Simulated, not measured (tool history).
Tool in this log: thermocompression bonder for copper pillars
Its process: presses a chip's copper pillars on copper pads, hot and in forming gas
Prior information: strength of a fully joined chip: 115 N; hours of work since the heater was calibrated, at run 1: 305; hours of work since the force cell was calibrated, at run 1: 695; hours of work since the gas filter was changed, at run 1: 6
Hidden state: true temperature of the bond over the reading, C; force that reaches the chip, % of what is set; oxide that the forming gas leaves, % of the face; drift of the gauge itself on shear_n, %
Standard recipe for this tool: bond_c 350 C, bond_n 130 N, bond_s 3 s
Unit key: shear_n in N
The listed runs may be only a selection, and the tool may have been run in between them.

run	hour	bond_c	bond_n	bond_s	hours of work since the heater was calibrated	hours of work since the force cell was calibrated	hours of work since the gas filter was changed	shear_n
1	0	350	130	3	305	695	6	53.2
2	29.9	350	130	3	320	710	21	50.6
3	57.6	343	130	3	333	723	34	46.5
4	86.2	350	109	3	347	737	48	42.1
5	104.2	350	109	3	356	746	57	41.1
6	140	350	109	3	373	764	74	41.4
7	174.8	372	130	3	390	781	91	60.5
8	213	372	130	3	409	799	110	58.9
9	251.8	373	130	3	428	818	129	59.2
10	280.4	350	188	3	442	832	143	63.3
11	316.7	350	188	3	459	850	160	62.8
12	334.7	350	130	3	468	859	169	45.1
13	369.8	350	130	3	485	876	186	45
# hour 385.6: forming gas filter changed
14	403	350	130	3	501	892	8	51.2
# hour 406.6: heater calibrated with a thermocouple chip
15	423.6	350	130	3	8	901	18	53.2
16	452.9	347	130	7	23	915	32	67.6
# hour 457.9: force cell calibrated
17	479.2	346	194	9	35	10	44	92

Run 18 has not been measured yet. What should we expect?
18	514.8	346	194	6	52	28	61	?

shear_n: 83.3 N
Minus the tool's unlogged condition, the same run would have read shear_n 84.5 N.
